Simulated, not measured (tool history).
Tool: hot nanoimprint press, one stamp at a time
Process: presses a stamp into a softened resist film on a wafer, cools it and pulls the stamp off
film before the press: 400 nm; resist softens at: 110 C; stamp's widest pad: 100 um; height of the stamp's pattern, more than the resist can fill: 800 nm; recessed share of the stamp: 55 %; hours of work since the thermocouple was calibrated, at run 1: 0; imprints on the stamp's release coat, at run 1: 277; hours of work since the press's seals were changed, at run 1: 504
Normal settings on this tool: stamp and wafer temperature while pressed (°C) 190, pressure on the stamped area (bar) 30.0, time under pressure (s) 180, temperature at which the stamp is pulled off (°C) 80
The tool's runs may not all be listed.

| run | hour | stamp and wafer temperature while pressed (°C) | pressure on the stamped area (bar) | time under pressure (s) | temperature at which the stamp is pulled off (°C) | hours of work since the thermocouple was calibrated | imprints on the stamp's release coat | hours of work since the press's seals were changed | resist left under the stamp's widest pad (nm) | greatest force while the stamp is pulled off (N) |
|---|---|---|---|---|---|---|---|---|---|---|
| 1 | 0.0 | 190 | 30.0 | 180 | 80 | 0 | 277 | 504 | 230.8 | 213 |
| 2 | 53.7 | 190 | 30.0 | 180 | 66 | 37 | 410 | 541 | 230.8 | 277 |
| 3 | 97.7 | 190 | 30.0 | 180 | 66 | 68 | 519 | 572 | 229.0 | 266 |
| 4 | 166.4 | 190 | 30.0 | 180 | 66 | 115 | 690 | 619 | 228.5 | 269 |
| 5 | 218.7 | 197 | 30.0 | 180 | 80 | 152 | 819 | 656 | 199.4 | 218 |
| 6 | 264.5 | 197 | 30.0 | 180 | 80 | 183 | 933 | 687 | 198.6 | 213 |
| 7 | 298.6 | 197 | 30.0 | 180 | 80 | 207 | 1017 | 711 | 199.1 | 216 |
| 8 | 369.2 | 190 | 30.0 | 180 | 80 | 256 | 1192 | 760 | 228.1 | 223 |
| 9 | 424.0 | 190 | 30.0 | 180 | 80 | 294 | 1328 | 798 | 229.7 | 216 |
| 10 | 471.5 | 190 | 30.0 | 180 | 80 | 327 | 1445 | 831 | 227.3 | 221 |
| 11 | 513.9 | 190 | 30.0 | 180 | 69 | 356 | 1550 | 860 | 227.4 | 261 |
| 12 | 555.5 | 190 | 24.6 | 180 | 80 | 385 | 1654 | 889 | 250.6 | 224 |
| 13 | 624.5 | 190 | 30.0 | 180 | 80 | 433 | 1824 | 937 | 227.0 | 223 |
| 14 | 690.9 | 190 | 30.0 | 180 | 80 | 479 | 1989 | 983 | 227.0 | 222 |
|  | 723.7 | stamp cleaned and given a new release coat |
| 15 | 751.0 | 198 | 30.0 | 180 | 80 | 517 | 68 | 1021 | 193.6 | 222 |
| 16 | 797.0 | 198 | 30.0 | 180 | 80 | 549 | 182 | 1052 | 191.5 | 219 |
| 17 | 859.0 | 190 | 30.0 | 128 | 77 | 592 | 335 | 1095 | 248.4 | 227 |
|  | 866.0 | plate thermocouple calibrated |
| 18 | 934.0 | 190 | 30.0 | 128 | 77 | 47 | 514 | 1145 | 248.7 | 222 |
| 19 | 968.3 | 190 | 30.0 | 128 | 77 | 71 | 599 | 1169 | 247.4 | 225 |
| 20 | 1010.9 | 190 | 30.0 | 128 | 77 | 101 | 704 | 1199 | 247.1 | 231 |
| 21 | 1084.0 | 190 | 30.0 | 128 | 77 | 151 | 885 | 1249 | 246.9 | 231 |
| 22 | 1129.0 | 190 | 20.8 | 180 | 80 | 182 | 997 | 1281 | 266.2 | 225 |
| 23 | 1171.8 | 190 | 20.8 | 180 | 80 | 212 | 1103 | 1310 | 265.2 | 221 |
| 24 | 1214.8 | 194 | 38.9 | 163 | 80 | 242 | 1209 | 1340 | 184.6 | 220 |
|  | 1259.3 | press's hydraulic seals changed and the load cell set to zero |
| 25 | 1290.7 | 194 | 38.9 | 163 | 80 | 289 | 1378 | 22 | 184.1 | 225 |
| 26 | 1363.7 | 181 | 18.9 | 189 | 75 | 340 | 1558 | 72 | 313.0 | 238 |
| 27 | 1405.2 | 179 | 30.0 | 180 | 65 | 368 | 1661 | 101 | 280.3 | 273 |
| 28 | 1474.4 | 179 | 30.0 | 180 | 79 | 416 | 1833 | 149 | 276.9 | 215 |
| 29 | 1543.7 | 187 | 26.1 | 180 | 69 | 464 | 2004 | 197 | 255.5 | 266 |

Alternative continuations, all from the tool just after run 29; predict every row:
|  | 1572.9 | stamp cleaned and given a new release coat |
| A | 1586.2 | 193 | 24.8 | 202 | 80 | 490 | 33 | 223 | ? | ? |
|  | 1572.9 | stamp cleaned and given a new release coat |
| B | 1586.2 | 190 | 30.0 | 262 | 80 | 490 | 33 | 223 | ? | ? |
|  | 1572.9 | stamp cleaned and given a new release coat |
| C | 1586.2 | 190 | 23.4 | 125 | 79 | 490 | 33 | 223 | ? | ? |

| run | resist left under the stamp's widest pad (nm) | greatest force while the stamp is pulled off (N) |
|---|---|---|
| A | 224.6 | 224 |
| B | 200.2 | 219 |
| C | 274.1 | 227 |
With the hidden condition removed and each run's random variation left untouched, the same runs would have given:
| run | resist left under the stamp's widest pad (nm) | greatest force while the stamp is pulled off (N) |
|---|---|---|
| A | 231.0 | 224 |
| B | 205.9 | 219 |
| C | 281.8 | 227 |
